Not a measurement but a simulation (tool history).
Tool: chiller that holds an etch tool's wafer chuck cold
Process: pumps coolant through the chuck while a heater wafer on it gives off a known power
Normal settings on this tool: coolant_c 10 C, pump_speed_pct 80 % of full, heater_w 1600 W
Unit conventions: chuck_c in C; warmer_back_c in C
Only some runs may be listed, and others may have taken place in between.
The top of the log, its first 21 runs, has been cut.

run    hour  coolant_c  pump_speed_pct  heater_w  hours since the coolant was changed and the channels were flushed  hours since the pump was overhauled  hours since the chiller's thermometer was calibrated  chuck_c  warmer_back_c
 22  2179.3          4              67      1691                                                               7083                                 6894                                                  1721     24.3           6.74
 23  2328.3         19              98      2379                                                               7232                                 7043                                                  1870     39.5            6.5
 24  2462.3         13              98      1583                                                               7366                                 7177                                                  2004     26.6           4.44
 25  2562.1          8              80      1364                                                               7465                                 7277                                                  2103       22           4.58
 26  2683.3         18              79      1332                                                               7587                                 7398                                                  2225       32           4.51
 27    2773         10              80      1586                                                               7676                                 7488                                                  2314     26.2           5.35
 28  2901.3         20              99      1491                                                               7805                                 7616                                                  2443     32.7           4.02
 29  3008.4         20              99      1491                                                               7912                                 7723                                                  2550     32.6           4.09
 30  3090.9         11              82      1263                                                               7994                                 7806                                                  2632     23.7           4.08
 31  3224.9         10              68      2155                                                               8128                                 7940                                                  2766     35.6           8.38

Below are 4 alternative next runs, each starting from the tool's condition after run 31. Predict each:
  A  3340.5         10              95      2155                                                               8244                                 8055                                                  2882        ?              ?
  B  3340.5         18              68      2155                                                               8244                                 8055                                                  2882        ?              ?
  C  3340.5         10              80      1727                                                               8244                                 8055                                                  2882        ?              ?
  D  3340.5         17              88       839                                                               8244                                 8055                                                  2882        ?              ?

run  chuck_c  warmer_back_c
  A       29           6.13
  B     43.5           8.47
  C     27.8            5.8
  D       25           2.53
Had the tool no hidden state, the same runs would have come out as:
run  chuck_c  warmer_back_c
  A     28.9           6.13
  B     43.4           8.46
  C     27.7            5.8
  D       25           2.52

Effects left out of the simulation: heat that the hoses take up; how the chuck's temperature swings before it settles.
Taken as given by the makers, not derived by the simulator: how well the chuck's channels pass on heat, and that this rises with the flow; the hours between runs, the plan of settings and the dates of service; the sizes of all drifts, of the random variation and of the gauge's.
